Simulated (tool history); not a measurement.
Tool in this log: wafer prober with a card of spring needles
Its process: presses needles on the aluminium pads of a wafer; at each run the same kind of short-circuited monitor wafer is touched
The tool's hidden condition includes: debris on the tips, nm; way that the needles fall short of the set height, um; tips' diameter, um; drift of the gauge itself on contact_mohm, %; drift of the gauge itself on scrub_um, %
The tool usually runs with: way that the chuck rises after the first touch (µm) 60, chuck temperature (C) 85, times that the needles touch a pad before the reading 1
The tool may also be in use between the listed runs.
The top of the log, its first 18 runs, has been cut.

run,hour,way that the chuck rises after the first touch (µm),chuck temperature (C),times that the needles touch a pad before the reading,touches since the tips were cleaned,cleanings since the card got new needles,touches since the first contact's height was set,resistance of one needle with its contact and lead (mohm),way that a needle slides on the pad (µm)
# hour 721.5: tips cleaned on abrasive film
# hour 745.1: tips cleaned on abrasive film
19,752.0,63,41,3,2166,74,168423,179,13.08
# hour 766.9: tips cleaned on abrasive film
# hour 792.0: tips cleaned on abrasive film
20,806.6,63,41,3,4621,76,185663,178,13.13
# hour 815.1: tips cleaned on abrasive film
# hour 838.2: tips cleaned on abrasive film
21,844.9,63,41,3,2136,78,197725,181,13.15
# hour 859.2: height of the first contact set anew
# hour 863.7: tips cleaned on abrasive film
22,876.8,60,85,2,4158,79,5538,189,12.55
# hour 888.0: tips cleaned on abrasive film
# hour 909.9: tips cleaned on abrasive film
23,921.7,59,41,1,3761,81,19712,183,12.27
# hour 931.7: tips cleaned on abrasive film
# hour 953.9: tips cleaned on abrasive film
# hour 977.7: tips cleaned on abrasive film
24,978.8,61,64,1,370,84,37704,189,12.70
# hour 1002.5: tips cleaned on abrasive film
25,1017.1,60,29,1,4629,85,49798,180,12.56
# hour 1023.9: tips cleaned on abrasive film
# hour 1045.9: tips cleaned on abrasive film
26,1053.6,60,29,1,2428,87,61269,180,12.55
# hour 1070.2: tips cleaned on abrasive film
# hour 1092.4: tips cleaned on abrasive film
27,1096.8,61,31,1,1367,89,74887,180,12.81
# hour 1117.6: tips cleaned on abrasive film
# hour 1140.3: tips cleaned on abrasive film
28,1146.1,69,31,3,1861,91,90461,178,14.45
# hour 1164.0: tips cleaned on abrasive film
# hour 1188.3: tips cleaned on abrasive film
29,1195.6,74,28,1,2311,93,106058,172,15.44
# hour 1211.1: tips cleaned on abrasive film
# hour 1233.8: tips cleaned on abrasive film
30,1243.7,61,28,1,3116,95,121219,182,12.77

Consider 4 possible next runs. They are alternatives, not a sequence: every one starts from the tool as it was left by run 30. What does each give?
# hour 1257.7: tips cleaned on abrasive film
# hour 1280.0: tips cleaned on abrasive film
A,1297.9,61,35,1,5678,97,138338,?,?
# hour 1257.7: tips cleaned on abrasive film
# hour 1280.0: tips cleaned on abrasive film
B,1297.9,45,54,1,5678,97,138338,?,?
# hour 1257.7: tips cleaned on abrasive film
# hour 1280.0: tips cleaned on abrasive film
C,1297.9,57,35,1,5678,97,138338,?,?
# hour 1257.7: tips cleaned on abrasive film
# hour 1280.0: tips cleaned on abrasive film
D,1297.9,60,85,3,5678,97,138338,?,?

run,resistance of one needle with its contact and lead (mohm),way that a needle slides on the pad (µm)
A,179,12.75
B,191,9.44
C,179,11.98
D,188,12.61
Had the tool no hidden state, the same runs would have come out as:
run,resistance of one needle with its contact and lead (mohm),way that a needle slides on the pad (µm)
A,178,12.46
B,190,9.23
C,178,11.71
D,188,12.33

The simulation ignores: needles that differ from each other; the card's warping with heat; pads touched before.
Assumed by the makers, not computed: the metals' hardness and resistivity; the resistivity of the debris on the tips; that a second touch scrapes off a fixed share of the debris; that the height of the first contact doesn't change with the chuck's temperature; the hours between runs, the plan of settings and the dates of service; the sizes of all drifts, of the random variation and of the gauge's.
